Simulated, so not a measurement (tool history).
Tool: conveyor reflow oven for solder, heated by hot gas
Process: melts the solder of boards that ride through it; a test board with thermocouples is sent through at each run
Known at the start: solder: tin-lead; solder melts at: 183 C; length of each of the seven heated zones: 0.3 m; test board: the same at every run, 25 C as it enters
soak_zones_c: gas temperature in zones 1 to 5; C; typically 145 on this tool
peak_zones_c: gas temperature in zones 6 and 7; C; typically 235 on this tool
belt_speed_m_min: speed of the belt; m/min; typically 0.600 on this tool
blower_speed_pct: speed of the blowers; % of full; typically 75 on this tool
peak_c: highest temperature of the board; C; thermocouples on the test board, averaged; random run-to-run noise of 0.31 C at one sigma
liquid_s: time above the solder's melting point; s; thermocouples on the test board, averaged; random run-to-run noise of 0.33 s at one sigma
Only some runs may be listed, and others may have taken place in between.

Run 1, day 0.000: usual settings. Result: peak_c 218.7 C, liquid_s 47.5 s.
Run 2, day 0.838: usual settings but peak_zones_c 227 C. Result: peak_c 211.9 C, liquid_s 44.3 s.
Run 3, day 1.388: usual settings but peak_zones_c 234 C. Result: peak_c 218.7 C, liquid_s 47.3 s.
Run 4, day 2.638: usual settings but peak_zones_c 234 C. Result: peak_c 217.9 C, liquid_s 47.2 s.
Run 5, day 3.229: usual settings but peak_zones_c 237 C. Result: peak_c 220.1 C, liquid_s 48.6 s.
Run 6, day 4.033: usual settings but peak_zones_c 242 C. Result: peak_c 225.0 C, liquid_s 50.8 s.
Run 7, day 4.542: usual settings but peak_zones_c 242 C. Result: peak_c 224.6 C, liquid_s 50.1 s.
Run 8, day 5.121: usual settings. Result: peak_c 218.6 C, liquid_s 47.9 s.
Run 9, day 5.667: usual settings but blower_speed_pct 58 % of full. Result: peak_c 212.3 C, liquid_s 42.4 s.
Run 10, day 6.642: usual settings but peak_zones_c 238 C. Result: peak_c 221.5 C, liquid_s 49.1 s.
At day 7.058: thermocouples of zones 6 and 7 changed.
Run 11, day 7.654: usual settings but peak_zones_c 238 C. Result: peak_c 221.2 C, liquid_s 48.4 s.
Run 12, day 8.658: usual settings but peak_zones_c 238 C. Result: peak_c 220.9 C, liquid_s 49.1 s.
Run 13, day 9.383: usual settings but soak_zones_c 148 C, peak_zones_c 246 C, belt_speed_m_min 0.708 m/min, blower_speed_pct 60 % of full. Result: peak_c 216.0 C, liquid_s 38.4 s.
Run 14, day 10.362: usual settings but soak_zones_c 148 C, peak_zones_c 246 C, belt_speed_m_min 0.708 m/min, blower_speed_pct 60 % of full. Result: peak_c 215.8 C, liquid_s 38.1 s.
Run 15, day 10.954: usual settings but soak_zones_c 148 C, peak_zones_c 246 C, belt_speed_m_min 0.708 m/min, blower_speed_pct 60 % of full. Result: peak_c 215.7 C, liquid_s 38.2 s.
Run 16, day 11.933: usual settings but soak_zones_c 148 C, peak_zones_c 246 C, belt_speed_m_min 0.583 m/min, blower_speed_pct 65 % of full. Result: peak_c 226.7 C, liquid_s 53.5 s.
Run 17, day 12.779: usual settings but soak_zones_c 132 C. Result: peak_c 216.2 C, liquid_s 42.6 s.
Run 18, day 13.588: usual settings but soak_zones_c 132 C, peak_zones_c 241 C, belt_speed_m_min 0.561 m/min, blower_speed_pct 58 % of full. Result: peak_c 216.3 C, liquid_s 45.2 s.
Run 19, day 14.196: usual settings but soak_zones_c 132 C, peak_zones_c 241 C, belt_speed_m_min 0.561 m/min, blower_speed_pct 58 % of full. Result: peak_c 216.1 C, liquid_s 44.7 s.
Run 20, day 14.971: usual settings but soak_zones_c 132 C, peak_zones_c 241 C, belt_speed_m_min 0.561 m/min, blower_speed_pct 58 % of full. Result: peak_c 216.3 C, liquid_s 45.2 s.
Run 21, day 16.212: usual settings but soak_zones_c 148 C, peak_zones_c 245 C, belt_speed_m_min 0.703 m/min. Result: peak_c 222.5 C, liquid_s 42.6 s.
Run 22, day 16.733: usual settings but soak_zones_c 160 C, peak_zones_c 228 C, belt_speed_m_min 0.703 m/min. Result: peak_c 211.0 C, liquid_s 41.3 s.
At day 17.562: flux residue cleaned out of gas plates and filters.
Run 23, day 18.096: usual settings but belt_speed_m_min 0.674 m/min. Result: peak_c 215.1 C, liquid_s 39.6 s.

Predict each of these 3 candidate next runs independently; none follows another, all start after run 23:
Run A, day 18.721: usual settings but soak_zones_c 155 C, belt_speed_m_min 0.549 m/min, blower_speed_pct 63 % of full. Result: peak_c ?, liquid_s ?.
Run B, day 18.721: usual settings but peak_zones_c 241 C, belt_speed_m_min 0.674 m/min, blower_speed_pct 76 % of full. Result: peak_c ?, liquid_s ?.
Run C, day 18.721: usual settings but belt_speed_m_min 0.666 m/min. Result: peak_c ?, liquid_s ?.

run  peak_c  liquid_s
  A   219.6      56.3
  B   220.0      42.3
  C   215.7      40.8
The same runs, with their run-to-run variation unchanged, on a tool lacking any hidden condition would have given:
run  peak_c  liquid_s
  A   219.6      56.2
  B   220.0      42.3
  C   215.7      40.7
